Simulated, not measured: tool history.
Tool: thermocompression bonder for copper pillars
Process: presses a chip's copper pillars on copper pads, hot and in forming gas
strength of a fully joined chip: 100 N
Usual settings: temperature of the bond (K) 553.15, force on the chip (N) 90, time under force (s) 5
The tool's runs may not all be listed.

| run | hour | temperature of the bond (K) | force on the chip (N) | time under force (s) | force that shears a chip off (N) |
|---|---|---|---|---|---|
| 1 | 0 | 553.15 | 90 | 5 | 68.8 |
| 2 | 34.8 | 553.15 | 90 | 5 | 68.6 |
| 3 | 68.1 | 553.15 | 90 | 5 | 67.9 |
| 4 | 93.8 | 553.15 | 90 | 5 | 68.1 |
| 5 | 124.3 | 553.15 | 90 | 5 | 67.5 |
|  | 148.5 | heater calibrated with a thermocouple chip |
| 6 | 148.5 | 531.15 | 90 | 5 | 62 |
| 7 | 171.5 | 531.15 | 90 | 5 | 61.9 |
| 8 | 195.2 | 531.15 | 90 | 5 | 61.4 |
| 9 | 246 | 574.15 | 56 | 3 | 56.8 |
| 10 | 275.9 | 574.15 | 56 | 3 | 56.7 |
| 11 | 319 | 553.15 | 90 | 8 | 78 |
| 12 | 368.6 | 553.15 | 90 | 8 | 78.4 |

Some steps in force that shears a chip off (N) between neighbouring runs. How much of each would the tool show without its hidden state too (settings, what came in, random variation), and how much is left for the hidden state, with any gauge scatter that isn't in both results?
The hidden state here: true temperature of the bond over the reading, C; force that reaches the chip, % of what is set; oxide that the forming gas leaves, % of the face; drift of the gauge itself on shear_n, %.
Run 5 -> 6: temperature of the bond (K) 553.15 -> 531.15, heater calibrated with a thermocouple chip. force that shears a chip off (N) -5.5: hidden state +4.3, all else -9.8.
Run 10 -> 11: temperature of the bond (K) 574.15 -> 553.15, force on the chip (N) 56 -> 90, time under force (s) 3 -> 8. force that shears a chip off (N) +21.3: hidden state -0.8, all else +22.1.
